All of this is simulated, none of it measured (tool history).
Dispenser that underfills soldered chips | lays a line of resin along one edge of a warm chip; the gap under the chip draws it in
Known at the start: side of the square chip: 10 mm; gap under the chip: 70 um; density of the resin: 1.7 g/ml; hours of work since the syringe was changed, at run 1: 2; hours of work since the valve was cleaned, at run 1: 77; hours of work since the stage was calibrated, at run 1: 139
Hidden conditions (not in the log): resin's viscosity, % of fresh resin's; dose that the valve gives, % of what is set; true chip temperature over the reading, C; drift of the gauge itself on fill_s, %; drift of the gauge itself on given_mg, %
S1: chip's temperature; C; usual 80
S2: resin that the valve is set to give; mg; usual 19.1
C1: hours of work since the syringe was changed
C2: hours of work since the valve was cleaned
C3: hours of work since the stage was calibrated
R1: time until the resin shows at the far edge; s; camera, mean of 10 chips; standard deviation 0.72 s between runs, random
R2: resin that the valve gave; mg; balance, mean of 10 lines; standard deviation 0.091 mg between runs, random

{"run": 1, "hour": 0.0, "S1": 80, "S2": 19.1, "C1": 2, "C2": 77, "C3": 139, "R1": 71.4, "R2": 18.36}
{"run": 2, "hour": 3.6, "S1": 80, "S2": 19.1, "C1": 4, "C2": 79, "C3": 142, "R1": 80.8, "R2": 18.17}
{"hour": 7.2, "done": "new syringe of resin"}
{"run": 3, "hour": 7.6, "S1": 80, "S2": 23.6, "C1": 0, "C2": 81, "C3": 144, "R1": 62.3, "R2": 22.61}
{"run": 4, "hour": 12.8, "S1": 79, "S2": 23.6, "C1": 4, "C2": 85, "C3": 147, "R1": 79.3, "R2": 22.5}
{"hour": 17.2, "done": "new syringe of resin"}
{"run": 5, "hour": 18.7, "S1": 79, "S2": 23.6, "C1": 1, "C2": 89, "C3": 151, "R1": 69.8, "R2": 22.5}
{"run": 6, "hour": 23.9, "S1": 80, "S2": 19.1, "C1": 4, "C2": 92, "C3": 155, "R1": 82.2, "R2": 17.95}
{"hour": 27.0, "done": "new syringe of resin"}
{"run": 7, "hour": 30.5, "S1": 81, "S2": 19.1, "C1": 2, "C2": 96, "C3": 159, "R1": 69.6, "R2": 18.16}
{"run": 8, "hour": 36.2, "S1": 81, "S2": 19.1, "C1": 6, "C2": 100, "C3": 162, "R1": 85.0, "R2": 18.01}
{"hour": 36.8, "done": "new syringe of resin"}
{"run": 9, "hour": 41.1, "S1": 81, "S2": 19.1, "C1": 3, "C2": 103, "C3": 165, "R1": 71.3, "R2": 17.91}
{"hour": 46.6, "done": "new syringe of resin"}
{"run": 10, "hour": 47.1, "S1": 81, "S2": 19.1, "C1": 0, "C2": 107, "C3": 169, "R1": 62.3, "R2": 17.81}
{"run": 11, "hour": 53.7, "S1": 81, "S2": 19.1, "C1": 5, "C2": 111, "C3": 174, "R1": 78.0, "R2": 17.89}
{"hour": 56.4, "done": "new syringe of resin"}
{"run": 12, "hour": 60.1, "S1": 81, "S2": 19.1, "C1": 2, "C2": 115, "C3": 178, "R1": 70.2, "R2": 17.81}
{"hour": 66.1, "done": "new syringe of resin"}
{"run": 13, "hour": 66.5, "S1": 81, "S2": 19.1, "C1": 0, "C2": 119, "C3": 182, "R1": 63.2, "R2": 17.65}
{"run": 14, "hour": 71.4, "S1": 81, "S2": 19.1, "C1": 3, "C2": 122, "C3": 185, "R1": 74.8, "R2": 17.87}
{"hour": 75.9, "done": "new syringe of resin"}
{"run": 15, "hour": 76.9, "S1": 80, "S2": 19.1, "C1": 1, "C2": 126, "C3": 188, "R1": 67.1, "R2": 17.78}
{"run": 16, "hour": 82.2, "S1": 80, "S2": 19.1, "C1": 4, "C2": 129, "C3": 192, "R1": 81.3, "R2": 17.62}
{"hour": 85.0, "done": "dispensing valve cleaned and set on the balance"}
{"hour": 86.9, "done": "new syringe of resin"}
{"run": 17, "hour": 88.3, "S1": 80, "S2": 19.1, "C1": 1, "C2": 2, "C3": 195, "R1": 67.7, "R2": 19.04}
{"run": 18, "hour": 91.3, "S1": 80, "S2": 19.1, "C1": 3, "C2": 4, "C3": 197, "R1": 75.8, "R2": 19.04}
{"hour": 96.5, "done": "new syringe of resin"}
{"run": 19, "hour": 97.4, "S1": 95, "S2": 19.2, "C1": 1, "C2": 8, "C3": 201, "R1": 32.9, "R2": 19.13}
{"run": 20, "hour": 102.0, "S1": 89, "S2": 23.9, "C1": 4, "C2": 11, "C3": 204, "R1": 50.3, "R2": 23.98}
{"hour": 106.7, "done": "new syringe of resin"}
{"run": 21, "hour": 108.0, "S1": 89, "S2": 23.9, "C1": 1, "C2": 15, "C3": 207, "R1": 42.2, "R2": 23.78}
{"run": 22, "hour": 113.2, "S1": 87, "S2": 17.5, "C1": 4, "C2": 18, "C3": 211, "R1": 57.2, "R2": 17.39}
{"hour": 116.4, "done": "new syringe of resin"}
{"run": 23, "hour": 119.0, "S1": 80, "S2": 20.6, "C1": 2, "C2": 22, "C3": 214, "R1": 69.3, "R2": 20.37}
{"run": 24, "hour": 124.8, "S1": 67, "S2": 23.0, "C1": 6, "C2": 25, "C3": 218, "R1": 162.0, "R2": 22.61}

Forecast run 25:
{"hour": 126.1, "done": "new syringe of resin"}
{"run": 25, "hour": 128.0, "S1": 78, "S2": 23.7, "C1": 1, "C2": 27, "C3": 220, "R1": "?", "R2": "?"}

{"run 25": {"R1": 73.7, "R2": 23.34}}
Had the tool carried no hidden state, the very same run would have given R1 70.7 s, R2 23.66 mg.
